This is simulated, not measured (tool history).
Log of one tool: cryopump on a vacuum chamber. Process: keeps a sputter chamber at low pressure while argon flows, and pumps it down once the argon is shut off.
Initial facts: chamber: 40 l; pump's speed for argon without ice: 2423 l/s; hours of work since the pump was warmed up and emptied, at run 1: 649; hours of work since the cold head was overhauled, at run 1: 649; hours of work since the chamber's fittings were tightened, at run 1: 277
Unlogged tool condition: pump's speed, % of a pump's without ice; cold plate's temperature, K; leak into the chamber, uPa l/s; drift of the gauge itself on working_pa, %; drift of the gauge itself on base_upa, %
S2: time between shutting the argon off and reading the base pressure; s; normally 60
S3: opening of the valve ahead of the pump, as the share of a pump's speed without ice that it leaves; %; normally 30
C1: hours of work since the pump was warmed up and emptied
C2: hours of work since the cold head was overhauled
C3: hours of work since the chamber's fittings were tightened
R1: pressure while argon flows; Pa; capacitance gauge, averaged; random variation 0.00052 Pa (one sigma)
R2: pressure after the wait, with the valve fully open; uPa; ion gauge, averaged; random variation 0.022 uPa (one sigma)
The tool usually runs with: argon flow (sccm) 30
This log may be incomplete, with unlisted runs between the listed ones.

run 1 hour=0.0 | argon_flow_(sccm)=30 S2=60 S3=30 | C1=649 C2=649 C3=277 | R1=0.0738 R2=0.65
run 2 hour=20.0 | argon_flow_(sccm)=30 S2=60 S3=30 | C1=662 C2=662 C3=290 | R1=0.0731 R2=0.66
run 3 hour=38.1 | argon_flow_(sccm)=30 S2=60 S3=29 | C1=674 C2=674 C3=302 | R1=0.0769 R2=0.62
run 4 hour=53.7 | argon_flow_(sccm)=30 S2=60 S3=29 | C1=685 C2=685 C3=313 | R1=0.0761 R2=0.67
run 5 hour=64.6 | argon_flow_(sccm)=30 S2=60 S3=29 | C1=692 C2=692 C3=320 | R1=0.0768 R2=0.66
run 6 hour=86.2 | argon_flow_(sccm)=30 S2=60 S3=29 | C1=707 C2=707 C3=335 | R1=0.0768 R2=0.65
run 7 hour=98.1 | argon_flow_(sccm)=30 S2=60 S3=29 | C1=715 C2=715 C3=343 | R1=0.0766 R2=0.67
run 8 hour=117.3 | argon_flow_(sccm)=30 S2=60 S3=29 | C1=728 C2=728 C3=356 | R1=0.0778 R2=0.66
run 9 hour=128.8 | argon_flow_(sccm)=30 S2=60 S3=29 | C1=735 C2=735 C3=363 | R1=0.0769 R2=0.69
run 10 hour=146.5 | argon_flow_(sccm)=30 S2=60 S3=30 | C1=747 C2=747 C3=375 | R1=0.0743 R2=0.68
run 11 hour=162.4 | argon_flow_(sccm)=30 S2=60 S3=30 | C1=758 C2=758 C3=386 | R1=0.0744 R2=0.71
run 12 hour=176.4 | argon_flow_(sccm)=45 S2=60 S3=30 | C1=767 C2=767 C3=395 | R1=0.1116 R2=0.70
run 13 hour=191.3 | argon_flow_(sccm)=32 S2=133 S3=20 | C1=778 C2=778 C3=406 | R1=0.1163 R2=0.41
run 14 hour=203.1 | argon_flow_(sccm)=22 S2=50 S3=20 | C1=786 C2=786 C3=414 | R1=0.0797 R2=0.81
run 15 hour=224.0 | argon_flow_(sccm)=22 S2=50 S3=20 | C1=800 C2=800 C3=428 | R1=0.0800 R2=0.82
run 16 hour=235.3 | argon_flow_(sccm)=49 S2=270 S3=25 | C1=807 C2=807 C3=435 | R1=0.1447 R2=0.35
run 17 hour=253.6 | argon_flow_(sccm)=14 S2=60 S3=26 | C1=819 C2=819 C3=447 | R1=0.0406 R2=0.74
run 18 hour=276.2 | argon_flow_(sccm)=13 S2=99 S3=22 | C1=835 C2=835 C3=463 | R1=0.0439 R2=0.54
run 19 hour=295.1 | argon_flow_(sccm)=30 S2=36 S3=25 | C1=847 C2=847 C3=475 | R1=0.0889 R2=1.01
run 20 hour=307.0 | argon_flow_(sccm)=20 S2=37 S3=30 | C1=856 C2=856 C3=484 | R1=0.0504 R2=0.98
run 21 hour=317.1 | argon_flow_(sccm)=30 S2=60 S3=36 | C1=862 C2=862 C3=490 | R1=0.0634 R2=0.75

3 ways to go on from here, each from the tool as it stands after run 21. What would each give?
run A hour=334.4 | argon_flow_(sccm)=30 S2=60 S3=24 | C1=874 C2=874 C3=502 | R1=? R2=?
run B hour=334.4 | argon_flow_(sccm)=42 S2=60 S3=36 | C1=874 C2=874 C3=502 | R1=? R2=?
run C hour=334.4 | argon_flow_(sccm)=30 S2=60 S3=21 | C1=874 C2=874 C3=502 | R1=? R2=?

run=A R1=0.0929 R2=0.70
run=B R1=0.0894 R2=0.70
run=C R1=0.1042 R2=0.70
With no hidden state in the tool, these same runs would have given:
run=A R1=0.0872 R2=0.53
run=B R1=0.0813 R2=0.53
run=C R1=0.0985 R2=0.52

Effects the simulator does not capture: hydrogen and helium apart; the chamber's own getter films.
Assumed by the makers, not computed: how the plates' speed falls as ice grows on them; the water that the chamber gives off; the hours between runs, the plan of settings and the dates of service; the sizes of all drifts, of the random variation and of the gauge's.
